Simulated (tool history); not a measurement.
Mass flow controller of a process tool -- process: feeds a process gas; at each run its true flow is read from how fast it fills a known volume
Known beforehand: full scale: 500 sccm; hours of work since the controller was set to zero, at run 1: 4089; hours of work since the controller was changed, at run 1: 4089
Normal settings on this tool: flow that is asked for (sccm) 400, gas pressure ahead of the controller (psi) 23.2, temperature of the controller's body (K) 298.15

| run | day | flow that is asked for (sccm) | gas pressure ahead of the controller (psi) | temperature of the controller's body (K) | hours of work since the controller was set to zero | hours of work since the controller was changed | true flow (%) |
|---|---|---|---|---|---|---|---|
| 1 | 0.000 | 400 | 23.2 | 298.15 | 4089 | 4089 | 96.27 |
| 2 | 3.458 | 400 | 23.2 | 297.15 | 4152 | 4152 | 96.10 |
| 3 | 9.904 | 486 | 23.2 | 298.15 | 4269 | 4269 | 96.61 |
| 4 | 14.188 | 400 | 23.2 | 298.15 | 4347 | 4347 | 96.18 |
| 5 | 20.388 | 400 | 23.2 | 298.15 | 4459 | 4459 | 95.96 |
| 6 | 23.054 | 400 | 23.2 | 298.15 | 4508 | 4508 | 95.91 |
| 7 | 28.492 | 400 | 23.2 | 298.15 | 4606 | 4606 | 95.73 |
| 8 | 34.279 | 400 | 23.2 | 305.15 | 4712 | 4712 | 96.14 |
| 9 | 40.338 | 400 | 23.2 | 305.15 | 4822 | 4822 | 95.91 |
| 10 | 45.538 | 400 | 36.7 | 298.15 | 4916 | 4916 | 95.04 |
| 11 | 51.867 | 400 | 23.2 | 299.15 | 5031 | 5031 | 95.64 |
| 12 | 55.217 | 260 | 23.2 | 298.15 | 5092 | 5092 | 94.46 |
| 13 | 60.212 | 400 | 23.2 | 298.15 | 5182 | 5182 | 95.30 |
| 14 | 64.804 | 400 | 23.2 | 298.15 | 5266 | 5266 | 95.27 |
| 15 | 69.842 | 400 | 23.2 | 298.15 | 5357 | 5357 | 95.25 |
| 16 | 73.454 | 400 | 23.2 | 298.15 | 5423 | 5423 | 94.98 |
| 17 | 78.712 | 400 | 22.9 | 298.15 | 5518 | 5518 | 95.10 |
| 18 | 84.617 | 400 | 22.9 | 298.15 | 5626 | 5626 | 94.93 |
| 19 | 87.388 | 400 | 22.9 | 298.15 | 5676 | 5676 | 94.89 |
| 20 | 90.738 | 400 | 22.9 | 298.15 | 5737 | 5737 | 94.74 |
|  | 93.367 | controller exchanged for a calibrated one |
| 21 | 94.150 | 400 | 23.2 | 298.15 | 14 | 14 | 99.91 |
| 22 | 98.975 | 126 | 23.2 | 298.15 | 102 | 102 | 98.73 |
| 23 | 103.033 | 126 | 23.2 | 298.15 | 176 | 176 | 98.65 |
| 24 | 107.467 | 400 | 21.3 | 298.15 | 256 | 256 | 99.89 |
| 25 | 111.233 | 400 | 31.3 | 302.15 | 325 | 325 | 99.59 |
| 26 | 116.925 | 310 | 32.6 | 306.15 | 428 | 428 | 99.37 |
| 27 | 122.267 | 310 | 32.6 | 306.15 | 525 | 525 | 99.18 |
| 28 | 125.896 | 92 | 20.7 | 298.15 | 591 | 591 | 98.11 |
| 29 | 128.892 | 400 | 38.7 | 298.15 | 645 | 645 | 98.91 |
| 30 | 132.104 | 61 | 23.2 | 298.15 | 704 | 704 | 97.55 |
| 31 | 135.796 | 61 | 23.2 | 298.15 | 771 | 771 | 97.40 |
| 32 | 139.688 | 61 | 23.2 | 298.15 | 841 | 841 | 97.43 |
| 33 | 143.729 | 61 | 23.2 | 298.15 | 915 | 915 | 97.35 |
| 34 | 146.642 | 61 | 33.9 | 298.15 | 968 | 968 | 96.78 |
| 35 | 153.096 | 61 | 21.3 | 303.15 | 1085 | 1085 | 97.33 |
| 36 | 157.742 | 61 | 21.3 | 303.15 | 1169 | 1169 | 97.30 |
| 37 | 161.975 | 51 | 32.2 | 295.15 | 1246 | 1246 | 96.05 |
| 38 | 166.858 | 230 | 24.7 | 304.15 | 1335 | 1335 | 98.27 |
| 39 | 172.100 | 230 | 24.7 | 304.15 | 1430 | 1430 | 98.29 |
| 40 | 178.112 | 400 | 23.2 | 308.15 | 1539 | 1539 | 99.24 |
| 41 | 183.679 | 400 | 26.0 | 313.15 | 1640 | 1640 | 99.40 |
| 42 | 190.217 | 400 | 26.0 | 301.15 | 1759 | 1759 | 98.50 |
| 43 | 193.825 | 400 | 26.0 | 301.15 | 1824 | 1824 | 98.40 |
| 44 | 196.646 | 400 | 34.5 | 298.15 | 1876 | 1876 | 97.92 |
| 45 | 202.400 | 62 | 21.0 | 298.15 | 1980 | 1980 | 95.99 |
| 46 | 208.308 | 62 | 21.0 | 298.15 | 2087 | 2087 | 95.77 |
| 47 | 213.658 | 62 | 39.6 | 303.15 | 2184 | 2184 | 95.28 |
| 48 | 218.400 | 400 | 21.0 | 303.15 | 2271 | 2271 | 98.38 |

The logged runs with the hidden state left out (each run's random variation unchanged):
What the log doesn't record here: flow at rest that the sensor doesn't see, % of full scale; true flow over the shown one, %; drift of the gauge itself on true_pct, %.
| run | true flow (%) |
|---|---|
| 1 | 99.78 |
| 2 | 99.68 |
| 3 | 100.21 |
| 4 | 99.93 |
| 5 | 99.82 |
| 6 | 99.81 |
| 7 | 99.72 |
| 8 | 100.22 |
| 9 | 100.08 |
| 10 | 99.30 |
| 11 | 100.01 |
| 12 | 99.11 |
| 13 | 99.81 |
| 14 | 99.85 |
| 15 | 99.92 |
| 16 | 99.71 |
| 17 | 99.92 |
| 18 | 99.84 |
| 19 | 99.84 |
| 20 | 99.75 |
| 21 | 99.71 |
| 22 | 98.66 |
| 23 | 98.66 |
| 24 | 99.90 |
| 25 | 99.66 |
| 26 | 99.55 |
| 27 | 99.45 |
| 28 | 98.65 |
| 29 | 99.28 |
| 30 | 98.39 |
| 31 | 98.32 |
| 32 | 98.45 |
| 33 | 98.47 |
| 34 | 97.96 |
| 35 | 98.67 |
| 36 | 98.75 |
| 37 | 97.77 |
| 38 | 99.35 |
| 39 | 99.46 |
| 40 | 100.41 |
| 41 | 100.66 |
| 42 | 99.87 |
| 43 | 99.83 |
| 44 | 99.40 |
| 45 | 98.55 |
| 46 | 98.47 |
| 47 | 98.10 |
| 48 | 100.20 |

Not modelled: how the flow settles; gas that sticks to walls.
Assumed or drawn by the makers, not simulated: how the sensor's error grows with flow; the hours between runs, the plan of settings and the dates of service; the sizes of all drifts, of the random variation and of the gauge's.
